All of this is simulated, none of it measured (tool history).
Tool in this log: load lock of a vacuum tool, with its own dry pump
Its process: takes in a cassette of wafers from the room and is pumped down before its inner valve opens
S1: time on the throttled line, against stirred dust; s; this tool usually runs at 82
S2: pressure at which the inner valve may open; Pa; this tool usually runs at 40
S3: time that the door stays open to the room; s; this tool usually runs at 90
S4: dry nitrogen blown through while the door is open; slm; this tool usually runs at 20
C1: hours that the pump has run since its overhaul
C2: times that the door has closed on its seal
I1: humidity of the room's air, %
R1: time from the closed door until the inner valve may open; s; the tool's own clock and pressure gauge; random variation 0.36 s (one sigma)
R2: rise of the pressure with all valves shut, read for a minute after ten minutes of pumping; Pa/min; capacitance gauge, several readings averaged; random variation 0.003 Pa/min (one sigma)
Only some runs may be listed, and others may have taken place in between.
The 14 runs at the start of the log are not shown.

run,hour,S1,S2,S3,S4,C1,C2,I1,R1,R2
15,1225.9,82,40,90,7,2737,7646,47.4,131.7,0.050
16,1299.3,82,40,90,7,2810,7720,44.9,131.5,0.046
17,1394.1,82,63,90,20,2905,7816,45.7,128.4,0.044
18,1452.2,82,63,90,20,2963,7875,46.6,127.4,0.041
19,1549.7,84,75,33,21,3061,7974,48.0,127.6,0.032
20,1630.5,84,75,33,21,3142,8056,47.0,127.7,0.031
21,1734.4,47,40,90,38,3246,8161,47.6,105.2,0.040
22,1805.7,47,40,90,38,3317,8234,46.2,105.1,0.034
23,1896.3,47,40,90,38,3407,8325,47.6,105.0,0.037
24,1988.0,47,60,90,38,3499,8418,45.3,101.6,0.038
25,2063.0,74,34,81,18,3574,8495,49.5,127.4,0.044
26,2134.7,82,40,90,5,3646,8567,46.4,132.5,0.054
27,2255.7,82,58,27,20,3767,8690,45.2,128.5,0.034
28,2381.5,66,40,90,20,3893,8818,43.4,120.4,0.035
29,2478.9,105,40,117,5,3990,8916,43.2,149.9,0.054
30,2559.6,105,40,117,5,4071,8998,46.8,149.8,0.057
31,2632.8,82,41,90,6,4144,9072,50.0,131.6,0.052
32,2720.4,82,46,90,4,4232,9161,45.0,130.8,0.050
33,2782.3,54,46,137,4,4293,9224,46.0,110.3,0.054
34,2902.6,54,46,137,4,4414,9346,43.4,110.0,0.055
35,2975.0,54,46,137,4,4486,9419,43.9,109.7,0.058
36,3103.2,54,46,137,4,4614,9550,46.1,109.8,0.056

5 ways to go on from here, each from the tool as it stands after run 36. What would each give?
A,3197.8,146,40,90,20,4709,9645,42.3,?,?
B,3197.8,54,43,137,4,4709,9645,42.5,?,?
C,3197.8,54,46,145,15,4709,9645,50.8,?,?
D,3197.8,58,59,226,20,4709,9645,45.7,?,?
E,3197.8,54,38,75,4,4709,9645,44.4,?,?

run,R1,R2
A,181.6,0.045
B,110.5,0.053
C,109.9,0.053
D,110.1,0.055
E,112.2,0.050
With the hidden condition removed and each run's random variation left untouched, the same runs would have given:
run,R1,R2
A,180.3,0.024
B,108.4,0.033
C,107.8,0.032
D,108.1,0.034
E,110.0,0.029
